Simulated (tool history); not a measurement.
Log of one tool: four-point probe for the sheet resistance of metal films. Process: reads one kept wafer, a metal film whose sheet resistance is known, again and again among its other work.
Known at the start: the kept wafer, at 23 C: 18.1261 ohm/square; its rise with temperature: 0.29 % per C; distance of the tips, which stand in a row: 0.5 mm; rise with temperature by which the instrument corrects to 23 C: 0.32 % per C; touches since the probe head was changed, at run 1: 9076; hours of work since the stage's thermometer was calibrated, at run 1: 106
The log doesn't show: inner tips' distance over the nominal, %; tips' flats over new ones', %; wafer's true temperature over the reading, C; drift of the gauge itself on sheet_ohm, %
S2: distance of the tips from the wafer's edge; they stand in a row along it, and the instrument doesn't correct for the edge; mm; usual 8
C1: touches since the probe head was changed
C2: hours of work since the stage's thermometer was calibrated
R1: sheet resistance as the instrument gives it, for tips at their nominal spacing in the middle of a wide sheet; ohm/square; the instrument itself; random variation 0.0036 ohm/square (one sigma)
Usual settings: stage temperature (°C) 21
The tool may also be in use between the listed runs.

run 1 day=0 | stage_temperature_(°C)=21 S2=8 | C1=9076 C2=106 | R1=18.183732
run 2 day=0.729 | stage_temperature_(°C)=28 S2=8 | C1=9630 C2=117 | R1=18.130421
run 3 day=1.167 | stage_temperature_(°C)=21 S2=8 | C1=9961 C2=123 | R1=18.181988
run 4 day=1.708 | stage_temperature_(°C)=21 S2=8 | C1=10371 C2=131 | R1=18.182698
run 5 day=2.388 | stage_temperature_(°C)=21 S2=8 | C1=10886 C2=142 | R1=18.17729
run 6 day=2.838 | stage_temperature_(°C)=21 S2=8 | C1=11225 C2=148 | R1=18.173983
run 7 day=3.388 | stage_temperature_(°C)=21 S2=11 | C1=11643 C2=157 | R1=18.168331
run 8 day=3.746 | stage_temperature_(°C)=21 S2=4 | C1=11915 C2=162 | R1=18.295831
run 9 day=4.217 | stage_temperature_(°C)=21 S2=8 | C1=12271 C2=169 | R1=18.176484
run 10 day=4.792 | stage_temperature_(°C)=24 S2=8 | C1=12707 C2=178 | R1=18.152186
run 11 day=5.175 | stage_temperature_(°C)=21 S2=6 | C1=12999 C2=183 | R1=18.211178
run 12 day=5.925 | stage_temperature_(°C)=21 S2=28 | C1=13567 C2=195 | R1=18.142111
run 13 day=6.254 | stage_temperature_(°C)=21 S2=28 | C1=13818 C2=199 | R1=18.146742
run 14 day=6.767 | stage_temperature_(°C)=20 S2=22 | C1=14204 C2=207 | R1=18.146042
run 15 day=7.504 | stage_temperature_(°C)=21 S2=10 | C1=14762 C2=218 | R1=18.167911
run 16 day=7.825 | stage_temperature_(°C)=32 S2=34 | C1=15006 C2=223 | R1=18.06442
run 17 day=8.371 | stage_temperature_(°C)=26 S2=34 | C1=15420 C2=231 | R1=18.107716
run 18 day=8.838 | stage_temperature_(°C)=21 S2=27 | C1=15775 C2=238 | R1=18.141503
run 19 day=9.458 | stage_temperature_(°C)=21 S2=27 | C1=16245 C2=247 | R1=18.142103
run 20 day=10.192 | stage_temperature_(°C)=26 S2=35 | C1=16801 C2=258 | R1=18.107907
run 21 day=10.921 | stage_temperature_(°C)=21 S2=3 | C1=17352 C2=269 | R1=18.407824
run 22 day=11.546 | stage_temperature_(°C)=19 S2=31 | C1=17826 C2=279 | R1=18.161628
run 23 day=12.267 | stage_temperature_(°C)=19 S2=57 | C1=18372 C2=289 | R1=18.153337
run 24 day=12.738 | stage_temperature_(°C)=28 S2=11 | C1=18729 C2=296 | R1=18.109135
run 25 day=13.262 | stage_temperature_(°C)=32 S2=23 | C1=19128 C2=304 | R1=18.063656
run 26 day=13.817 | stage_temperature_(°C)=30 S2=31 | C1=19549 C2=313 | R1=18.074677

5 ways to go on from here, each from the tool as it stands after run 26. What would each give?
run A day=14.325 | stage_temperature_(°C)=25 S2=15 | C1=19933 C2=320 | R1=?
run B day=14.325 | stage_temperature_(°C)=31 S2=31 | C1=19933 C2=320 | R1=?
run C day=14.325 | stage_temperature_(°C)=27 S2=51 | C1=19933 C2=320 | R1=?
run D day=14.325 | stage_temperature_(°C)=30 S2=10 | C1=19933 C2=320 | R1=?
run E day=14.325 | stage_temperature_(°C)=30 S2=32 | C1=19933 C2=320 | R1=?

run=A R1=18.12117
run=B R1=18.075654
run=C R1=18.097454
run=D R1=18.107669
run=E R1=18.07298
Without the tool's hidden state the same runs would have given:
run=A R1=18.121344
run=B R1=18.075827
run=C R1=18.097627
run=D R1=18.107842
run=E R1=18.073153
